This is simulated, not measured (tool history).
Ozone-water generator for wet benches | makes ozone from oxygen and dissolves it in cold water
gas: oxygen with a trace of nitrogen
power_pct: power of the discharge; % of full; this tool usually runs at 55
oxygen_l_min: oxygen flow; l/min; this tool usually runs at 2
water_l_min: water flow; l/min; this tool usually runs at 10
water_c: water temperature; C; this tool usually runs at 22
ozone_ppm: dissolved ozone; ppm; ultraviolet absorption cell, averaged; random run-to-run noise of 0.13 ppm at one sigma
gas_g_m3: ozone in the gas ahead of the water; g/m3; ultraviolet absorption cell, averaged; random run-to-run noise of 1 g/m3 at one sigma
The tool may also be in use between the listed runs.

Run 1, day 0: usual settings. Result: ozone_ppm 11.2 ppm, gas_g_m3 164.5 g/m3.
Run 2, day 4.688: usual settings but water_c 17 C. Result: ozone_ppm 11.8 ppm, gas_g_m3 163.3 g/m3.
Run 3, day 12.717: usual settings but water_l_min 6 l/min. Result: ozone_ppm 15.8 ppm, gas_g_m3 162.3 g/m3.
Run 4, day 16.979: usual settings but oxygen_l_min 1.23 l/min. Result: ozone_ppm 9.8 ppm, gas_g_m3 197.8 g/m3.
Run 5, day 22.312: usual settings but oxygen_l_min 1.23 l/min. Result: ozone_ppm 9.7 ppm, gas_g_m3 195.1 g/m3.
Run 6, day 28.725: usual settings but oxygen_l_min 1.23 l/min. Result: ozone_ppm 9.4 ppm, gas_g_m3 195.3 g/m3.
Run 7, day 34.488: usual settings but oxygen_l_min 1.23 l/min. Result: ozone_ppm 9.6 ppm, gas_g_m3 196 g/m3.
Run 8, day 39.9: usual settings but oxygen_l_min 1.23 l/min. Result: ozone_ppm 9.4 ppm, gas_g_m3 194.9 g/m3.
Run 9, day 47.038: usual settings but oxygen_l_min 1.23 l/min. Result: ozone_ppm 9.4 ppm, gas_g_m3 195.6 g/m3.
Run 10, day 52.321: usual settings but oxygen_l_min 1.23 l/min. Result: ozone_ppm 9.8 ppm, gas_g_m3 193.8 g/m3.
Run 11, day 60.392: usual settings but oxygen_l_min 1.23 l/min. Result: ozone_ppm 9.6 ppm, gas_g_m3 195.1 g/m3.
Run 12, day 68.408: usual settings but oxygen_l_min 1.23 l/min. Result: ozone_ppm 9.5 ppm, gas_g_m3 190.7 g/m3.
Run 13, day 72.667: usual settings but oxygen_l_min 1.23 l/min. Result: ozone_ppm 9.4 ppm, gas_g_m3 191.9 g/m3.
Run 14, day 79.762: usual settings but oxygen_l_min 1.23 l/min. Result: ozone_ppm 9.2 ppm, gas_g_m3 190.5 g/m3.
Run 15, day 83.812: usual settings. Result: ozone_ppm 10.5 ppm, gas_g_m3 157.8 g/m3.
Run 16, day 89.088: usual settings. Result: ozone_ppm 10.4 ppm, gas_g_m3 158.9 g/m3.
Run 17, day 96.112: usual settings. Result: ozone_ppm 10.5 ppm, gas_g_m3 156.5 g/m3.
Run 18, day 102.808: usual settings but power_pct 60 % of full, water_c 20 C. Result: ozone_ppm 11.4 ppm, gas_g_m3 167.7 g/m3.
Run 19, day 107.417: usual settings but power_pct 60 % of full, water_c 20 C. Result: ozone_ppm 11.3 ppm, gas_g_m3 166.8 g/m3.
Run 20, day 114.796: usual settings but power_pct 44 % of full, oxygen_l_min 3.32 l/min, water_l_min 11 l/min, water_c 27 C. Result: ozone_ppm 8.2 ppm, gas_g_m3 108.6 g/m3.
Run 21, day 119.275: usual settings but oxygen_l_min 1.12 l/min, water_l_min 7 l/min. Result: ozone_ppm 12 ppm, gas_g_m3 193.5 g/m3.
At day 119.721: water thermometer calibrated.
Run 22, day 123.471: usual settings but water_l_min 9 l/min. Result: ozone_ppm 11 ppm, gas_g_m3 155.8 g/m3.
Run 23, day 130.029: usual settings but water_l_min 9 l/min. Result: ozone_ppm 11.1 ppm, gas_g_m3 155.4 g/m3.
Run 24, day 134.758: usual settings but oxygen_l_min 1.99 l/min, water_c 24 C. Result: ozone_ppm 9.8 ppm, gas_g_m3 156.4 g/m3.
Run 25, day 140.875: usual settings but power_pct 89 % of full, oxygen_l_min 1.16 l/min, water_c 24 C. Result: ozone_ppm 11.9 ppm, gas_g_m3 264.1 g/m3.
Run 26, day 147.496: usual settings but power_pct 89 % of full, oxygen_l_min 1.16 l/min, water_c 24 C. Result: ozone_ppm 11.9 ppm, gas_g_m3 266.3 g/m3.
Run 27, day 152.633: usual settings but power_pct 89 % of full, oxygen_l_min 1.16 l/min, water_c 24 C. Result: ozone_ppm 11.7 ppm, gas_g_m3 263 g/m3.
Run 28, day 159.204: usual settings but power_pct 89 % of full, oxygen_l_min 1.16 l/min, water_c 24 C. Result: ozone_ppm 12 ppm, gas_g_m3 262.5 g/m3.
At day 164.579: water thermometer calibrated, once more.
Run 29, day 165.608: usual settings but power_pct 89 % of full, oxygen_l_min 1.16 l/min, water_c 24 C. Result: ozone_ppm 11.9 ppm, gas_g_m3 262.2 g/m3.
Run 30, day 171.846: usual settings but power_pct 89 % of full, oxygen_l_min 1.16 l/min, water_c 24 C. Result: ozone_ppm 11.7 ppm, gas_g_m3 257.7 g/m3.
Run 31, day 177.858: usual settings but power_pct 89 % of full, oxygen_l_min 1.16 l/min, water_c 24 C. Result: ozone_ppm 11.5 ppm, gas_g_m3 260.4 g/m3.
Run 32, day 184.154: usual settings but power_pct 78 % of full, oxygen_l_min 1.91 l/min, water_c 24 C. Result: ozone_ppm 11.9 ppm, gas_g_m3 193.5 g/m3.
At day 188.362: contactor cleaned.
Run 33, day 188.429: usual settings but power_pct 78 % of full, oxygen_l_min 1.91 l/min, water_c 24 C. Result: ozone_ppm 13.1 ppm, gas_g_m3 194 g/m3.

What if the next run were any one of these 4? Each begins from the tool's condition after run 33:
Run A, day 192.371: usual settings but power_pct 78 % of full, oxygen_l_min 3.45 l/min, water_l_min 13 l/min, water_c 25 C. Result: ozone_ppm ?, gas_g_m3 ?.
Run B, day 192.371: usual settings but power_pct 78 % of full, oxygen_l_min 1.91 l/min, water_c 17 C. Result: ozone_ppm ?, gas_g_m3 ?.
Run C, day 192.371: usual settings but oxygen_l_min 2.47 l/min, water_l_min 6 l/min, water_c 24 C. Result: ozone_ppm ?, gas_g_m3 ?.
Run D, day 192.371: usual settings but power_pct 78 % of full, oxygen_l_min 1.91 l/min, water_c 27 C. Result: ozone_ppm ?, gas_g_m3 ?.

run  ozone_ppm  gas_g_m3
  A       11.7     155.5
  B       14.4       192
  C       14.9     139.5
  D       12.5     193.2
What these runs would have given with no unlogged condition in the tool:
run  ozone_ppm  gas_g_m3
  A       14.9     197.3
  B       18.3     243.5
  C       17.9     167.4
  D       15.9       245
